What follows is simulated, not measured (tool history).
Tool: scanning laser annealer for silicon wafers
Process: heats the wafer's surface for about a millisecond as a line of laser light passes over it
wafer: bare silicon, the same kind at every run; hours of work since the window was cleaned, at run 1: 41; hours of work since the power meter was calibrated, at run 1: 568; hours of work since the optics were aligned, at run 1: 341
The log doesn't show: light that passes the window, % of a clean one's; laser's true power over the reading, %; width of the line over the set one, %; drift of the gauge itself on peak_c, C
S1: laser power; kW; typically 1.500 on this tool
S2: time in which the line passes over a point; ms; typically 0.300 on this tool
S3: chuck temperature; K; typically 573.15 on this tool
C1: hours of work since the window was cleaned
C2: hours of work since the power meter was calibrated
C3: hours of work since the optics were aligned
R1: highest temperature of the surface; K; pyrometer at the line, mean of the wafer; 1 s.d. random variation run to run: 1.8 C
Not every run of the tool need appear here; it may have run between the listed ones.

{"run": 1, "hour": 0.0, "S1": 1.5, "S2": 0.3, "S3": 573.15, "C1": 41, "C2": 568, "C3": 341, "R1": 1265.15}
{"run": 2, "hour": 12.8, "S1": 1.409, "S2": 0.3, "S3": 573.15, "C1": 48, "C2": 574, "C3": 348, "R1": 1215.15}
{"run": 3, "hour": 41.2, "S1": 1.5, "S2": 0.3, "S3": 573.15, "C1": 63, "C2": 589, "C3": 363, "R1": 1264.15}
{"run": 4, "hour": 65.8, "S1": 1.562, "S2": 0.3, "S3": 573.15, "C1": 76, "C2": 602, "C3": 375, "R1": 1296.15}
{"run": 5, "hour": 84.6, "S1": 1.5, "S2": 0.3, "S3": 573.15, "C1": 85, "C2": 612, "C3": 385, "R1": 1263.15}
{"run": 6, "hour": 116.3, "S1": 1.5, "S2": 0.3, "S3": 610.15, "C1": 102, "C2": 628, "C3": 401, "R1": 1300.15}
{"run": 7, "hour": 136.3, "S1": 1.5, "S2": 0.3, "S3": 611.15, "C1": 112, "C2": 639, "C3": 412, "R1": 1301.15}
{"run": 8, "hour": 163.9, "S1": 1.5, "S2": 0.3, "S3": 611.15, "C1": 126, "C2": 653, "C3": 426, "R1": 1299.15}
{"run": 9, "hour": 184.1, "S1": 1.5, "S2": 0.3, "S3": 573.15, "C1": 137, "C2": 663, "C3": 437, "R1": 1256.15}
{"run": 10, "hour": 208.5, "S1": 1.5, "S2": 0.3, "S3": 568.15, "C1": 150, "C2": 676, "C3": 449, "R1": 1254.15}
{"run": 11, "hour": 222.4, "S1": 1.5, "S2": 0.284, "S3": 573.15, "C1": 157, "C2": 683, "C3": 457, "R1": 1241.15}
{"run": 12, "hour": 248.9, "S1": 1.5, "S2": 0.284, "S3": 573.15, "C1": 171, "C2": 697, "C3": 470, "R1": 1242.15}
{"run": 13, "hour": 274.2, "S1": 1.5, "S2": 0.284, "S3": 573.15, "C1": 184, "C2": 710, "C3": 483, "R1": 1244.15}
{"run": 14, "hour": 288.4, "S1": 1.5, "S2": 0.3, "S3": 583.15, "C1": 191, "C2": 717, "C3": 491, "R1": 1267.15}
{"run": 15, "hour": 316.8, "S1": 1.5, "S2": 0.3, "S3": 568.15, "C1": 206, "C2": 732, "C3": 506, "R1": 1252.15}
{"run": 16, "hour": 345.3, "S1": 1.581, "S2": 0.265, "S3": 579.15, "C1": 221, "C2": 747, "C3": 520, "R1": 1263.15}
{"run": 17, "hour": 371.3, "S1": 1.581, "S2": 0.265, "S3": 579.15, "C1": 234, "C2": 760, "C3": 534, "R1": 1262.15}
{"run": 18, "hour": 399.4, "S1": 1.581, "S2": 0.265, "S3": 579.15, "C1": 249, "C2": 775, "C3": 548, "R1": 1264.15}
{"run": 19, "hour": 415.6, "S1": 1.436, "S2": 0.263, "S3": 609.15, "C1": 257, "C2": 783, "C3": 557, "R1": 1213.15}
{"run": 20, "hour": 439.3, "S1": 1.284, "S2": 0.373, "S3": 573.15, "C1": 269, "C2": 796, "C3": 569, "R1": 1203.15}
{"run": 21, "hour": 465.8, "S1": 1.284, "S2": 0.373, "S3": 573.15, "C1": 283, "C2": 809, "C3": 583, "R1": 1202.15}
{"run": 22, "hour": 490.7, "S1": 1.52, "S2": 0.3, "S3": 573.15, "C1": 296, "C2": 822, "C3": 596, "R1": 1264.15}
{"run": 23, "hour": 508.5, "S1": 1.52, "S2": 0.3, "S3": 592.15, "C1": 305, "C2": 832, "C3": 605, "R1": 1280.15}

What if the next run were any one of these 4? Each begins from the tool's condition after run 23:
{"run": "A", "hour": 526.0, "S1": 1.343, "S2": 0.377, "S3": 582.15, "C1": 314, "C2": 841, "C3": 614, "R1": "?"}
{"run": "B", "hour": 526.0, "S1": 1.504, "S2": 0.239, "S3": 534.15, "C1": 314, "C2": 841, "C3": 614, "R1": "?"}
{"run": "C", "hour": 526.0, "S1": 1.52, "S2": 0.22, "S3": 592.15, "C1": 314, "C2": 841, "C3": 614, "R1": "?"}
{"run": "D", "hour": 526.0, "S1": 1.512, "S2": 0.3, "S3": 573.15, "C1": 314, "C2": 841, "C3": 614, "R1": "?"}

run=A R1=1245.15
run=B R1=1143.15
run=C R1=1184.15
run=D R1=1259.15
What these runs would have given with no unlogged condition in the tool:
run=A R1=1267.15
run=B R1=1163.15
run=C R1=1203.15
run=D R1=1281.15

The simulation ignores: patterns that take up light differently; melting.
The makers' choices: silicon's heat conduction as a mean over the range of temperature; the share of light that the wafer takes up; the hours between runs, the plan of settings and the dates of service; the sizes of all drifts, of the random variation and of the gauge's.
